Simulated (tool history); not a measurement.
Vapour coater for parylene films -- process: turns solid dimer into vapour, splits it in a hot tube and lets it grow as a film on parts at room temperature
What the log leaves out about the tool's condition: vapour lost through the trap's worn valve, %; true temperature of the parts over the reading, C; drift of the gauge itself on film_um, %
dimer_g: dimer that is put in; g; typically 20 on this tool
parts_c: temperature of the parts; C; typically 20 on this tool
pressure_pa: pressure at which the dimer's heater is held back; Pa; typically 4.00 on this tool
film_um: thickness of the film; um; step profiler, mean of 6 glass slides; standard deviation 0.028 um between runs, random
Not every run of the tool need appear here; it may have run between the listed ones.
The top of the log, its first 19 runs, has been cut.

run    hour  dimer_g  parts_c  pressure_pa  hours of work since the trap's valve was overhauled  hours of work since the table's thermometer was calibrated  film_um
 20  1018.9       20       28         6.44                                                   69                                                         119     3.01
 21  1092.5       34       20         8.39                                                  134                                                         183     5.89
 22  1124.4       20       19         8.39                                                  162                                                         211     3.54
 23  1188.5       20       19         8.39                                                  218                                                         267     3.52
 24  1235.0       20       19         8.39                                                  259                                                         308     3.43
 25  1271.1       20       19         8.39                                                  290                                                         340     3.45
 26  1308.6       13       18         9.29                                                  323                                                         372     2.22
     1358.3  -- trap's valve overhauled
 27  1385.5       13       18         9.29                                                   24                                                         436     2.40
 28  1417.8       27       20        10.89                                                   52                                                         464     4.45

Run 29 has not been measured yet. What should we expect?
 29  1454.7       20       15         4.00                                                   84                                                         497        ?

{"run 29": {"film_um": 4.78}}
Take away the tool's hidden state, keep the run-to-run variation as it was, and the same run would have given film_um 4.87 um.
